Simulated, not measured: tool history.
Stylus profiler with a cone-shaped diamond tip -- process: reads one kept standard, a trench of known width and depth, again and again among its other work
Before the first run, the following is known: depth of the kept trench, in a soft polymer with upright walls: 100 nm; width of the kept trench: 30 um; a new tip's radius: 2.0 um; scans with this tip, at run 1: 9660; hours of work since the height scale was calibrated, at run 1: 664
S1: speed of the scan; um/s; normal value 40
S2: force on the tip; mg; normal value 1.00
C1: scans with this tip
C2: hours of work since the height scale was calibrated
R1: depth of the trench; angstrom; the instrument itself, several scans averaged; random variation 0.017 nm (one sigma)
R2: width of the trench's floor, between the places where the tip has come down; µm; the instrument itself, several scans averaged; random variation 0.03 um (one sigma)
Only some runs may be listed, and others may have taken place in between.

{"run": 1, "hour": 0.0, "S1": 40, "S2": 1.0, "C1": 9660, "C2": 664, "R1": 1006.6, "R2": 27.69}
{"run": 2, "hour": 11.0, "S1": 40, "S2": 1.0, "C1": 9735, "C2": 669, "R1": 1006.2, "R2": 27.65}
{"run": 3, "hour": 24.9, "S1": 40, "S2": 1.0, "C1": 9830, "C2": 675, "R1": 1006.4, "R2": 27.63}
{"run": 4, "hour": 43.8, "S1": 40, "S2": 1.0, "C1": 9959, "C2": 684, "R1": 1006.7, "R2": 27.65}
{"run": 5, "hour": 60.0, "S1": 40, "S2": 1.0, "C1": 10070, "C2": 692, "R1": 1006.2, "R2": 27.64}
{"run": 6, "hour": 68.3, "S1": 40, "S2": 1.0, "C1": 10127, "C2": 696, "R1": 1006.3, "R2": 27.6}
{"run": 7, "hour": 85.0, "S1": 40, "S2": 1.0, "C1": 10241, "C2": 703, "R1": 1006.5, "R2": 27.65}
{"run": 8, "hour": 98.0, "S1": 20, "S2": 0.46, "C1": 10330, "C2": 710, "R1": 1002.8, "R2": 27.72}
{"run": 9, "hour": 112.8, "S1": 32, "S2": 0.72, "C1": 10431, "C2": 717, "R1": 1004.7, "R2": 27.67}
{"run": 10, "hour": 124.8, "S1": 32, "S2": 0.72, "C1": 10513, "C2": 722, "R1": 1004.6, "R2": 27.66}
{"run": 11, "hour": 138.2, "S1": 28, "S2": 0.39, "C1": 10605, "C2": 728, "R1": 1002.0, "R2": 27.6}
{"run": 12, "hour": 154.8, "S1": 17, "S2": 0.55, "C1": 10718, "C2": 736, "R1": 1003.3, "R2": 27.68}
{"run": 13, "hour": 170.8, "S1": 96, "S2": 1.18, "C1": 10828, "C2": 744, "R1": 1007.5, "R2": 27.3}

Run 14, settings as shown, results not yet in. Your forecast:
{"run": 14, "hour": 185.3, "S1": 96, "S2": 1.18, "C1": 10927, "C2": 751, "R1": "?", "R2": "?"}

Run 14 came out at R1 1007.4 angstrom, R2 27.28 µm.
The same run, on a tool lacking any hidden state, would have yielded R1 1010.1 angstrom, R2 28.21 µm.
